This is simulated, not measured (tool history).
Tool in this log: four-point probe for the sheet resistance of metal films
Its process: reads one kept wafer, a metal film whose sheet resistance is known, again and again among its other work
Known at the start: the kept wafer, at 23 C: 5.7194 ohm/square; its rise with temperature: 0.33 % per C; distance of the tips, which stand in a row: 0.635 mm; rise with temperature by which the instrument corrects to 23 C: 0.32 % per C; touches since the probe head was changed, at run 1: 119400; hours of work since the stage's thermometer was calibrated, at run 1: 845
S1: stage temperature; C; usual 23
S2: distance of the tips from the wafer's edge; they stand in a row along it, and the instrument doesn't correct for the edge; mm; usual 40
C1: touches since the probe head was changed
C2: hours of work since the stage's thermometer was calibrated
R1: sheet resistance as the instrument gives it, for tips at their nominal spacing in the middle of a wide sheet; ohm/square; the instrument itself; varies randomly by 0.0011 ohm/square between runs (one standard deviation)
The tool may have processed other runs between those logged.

| run | hour | S1 | S2 | C1 | C2 | R1 |
|---|---|---|---|---|---|---|
| 1 | 0 | 23 | 40 | 119400 | 845 | 5.683579 |
| 2 | 52.3 | 23 | 40 | 121176 | 873 | 5.68213 |
| 3 | 152.9 | 33 | 40 | 124586 | 928 | 5.692188 |
| 4 | 224.2 | 33 | 40 | 127006 | 967 | 5.6928 |
| 5 | 285.4 | 23 | 40 | 129079 | 1000 | 5.680467 |
| 6 | 366.5 | 23 | 40 | 131830 | 1045 | 5.683639 |
| 7 | 448.5 | 23 | 40 | 134613 | 1089 | 5.681672 |
| 8 | 521.5 | 35 | 40 | 137088 | 1129 | 5.691251 |
| 9 | 622.6 | 32 | 40 | 140516 | 1184 | 5.689712 |
| 10 | 681.2 | 32 | 40 | 142505 | 1216 | 5.68985 |
| 11 | 771.5 | 23 | 40 | 145567 | 1265 | 5.68289 |
| 12 | 875.1 | 23 | 40 | 149080 | 1322 | 5.682491 |
| 13 | 965.3 | 23 | 40 | 152139 | 1371 | 5.681597 |
|  | 1002.2 | stage's thermometer calibrated |
| 14 | 1049.6 | 23 | 40 | 154983 | 26 | 5.676888 |
| 15 | 1127 | 23 | 21 | 157607 | 68 | 5.680601 |
| 16 | 1173.9 | 23 | 21 | 159197 | 94 | 5.677449 |
| 17 | 1225.8 | 23 | 40 | 160957 | 122 | 5.675978 |
| 18 | 1293.5 | 23 | 40 | 163256 | 159 | 5.677193 |
| 19 | 1377.7 | 23 | 40 | 166112 | 205 | 5.676818 |
| 20 | 1424.4 | 23 | 8 | 167696 | 230 | 5.694924 |
| 21 | 1473.6 | 23 | 40 | 169363 | 257 | 5.675857 |
| 22 | 1521.6 | 23 | 40 | 170991 | 283 | 5.674322 |
| 23 | 1583.1 | 23 | 40 | 173077 | 317 | 5.677961 |
| 24 | 1670.2 | 29 | 61 | 176030 | 364 | 5.680694 |
| 25 | 1760.3 | 19 | 18 | 179087 | 413 | 5.675452 |
| 26 | 1808.4 | 29 | 40 | 180718 | 440 | 5.679872 |
| 27 | 1911.5 | 24 | 4 | 184214 | 496 | 5.751014 |
| 28 | 1974.5 | 24 | 4 | 186352 | 530 | 5.753131 |
| 29 | 2074.1 | 30 | 19 | 189732 | 584 | 5.683822 |
| 30 | 2128.6 | 30 | 16 | 191580 | 614 | 5.683844 |
| 31 | 2182.5 | 30 | 7 | 193406 | 644 | 5.705072 |
| 32 | 2276.5 | 30 | 7 | 196593 | 695 | 5.704197 |
|  | 2314.2 | new probe head fitted |
| 33 | 2386.1 | 23 | 7 | 2438 | 754 | 5.745627 |
| 34 | 2437.9 | 19 | 57 | 4195 | 782 | 5.716504 |
| 35 | 2484.3 | 23 | 19 | 5770 | 808 | 5.721337 |
| 36 | 2584.8 | 23 | 19 | 9178 | 862 | 5.721647 |
| 37 | 2672 | 23 | 19 | 12136 | 910 | 5.720753 |
| 38 | 2720.1 | 21 | 38 | 13767 | 936 | 5.717926 |
| 39 | 2789.5 | 26 | 10 | 16122 | 974 | 5.733116 |
| 40 | 2863 | 26 | 10 | 18613 | 1014 | 5.732423 |
| 41 | 2912.9 | 30 | 10 | 20306 | 1041 | 5.737372 |
| 42 | 3001.8 | 25 | 68 | 23322 | 1090 | 5.718722 |
| 43 | 3107.4 | 18 | 66 | 26904 | 1147 | 5.713432 |
| 44 | 3193.3 | 30 | 11 | 29817 | 1194 | 5.734736 |

Here are 4 independent what-if runs from the current tool condition. What would each one return?
| A | 3251.7 | 32 | 20 | 31797 | 1226 | ? |
| B | 3251.7 | 28 | 74 | 31797 | 1226 | ? |
| C | 3251.7 | 19 | 40 | 31797 | 1226 | ? |
| D | 3251.7 | 19 | 18 | 31797 | 1226 | ? |

| run | R1 |
|---|---|
| A | 5.727173 |
| B | 5.722476 |
| C | 5.715414 |
| D | 5.718071 |
The same runs, with their run-to-run variation unchanged, on a tool lacking any hidden condition would have given:
| run | R1 |
|---|---|
| A | 5.729435 |
| B | 5.724665 |
| C | 5.717433 |
| D | 5.720091 |
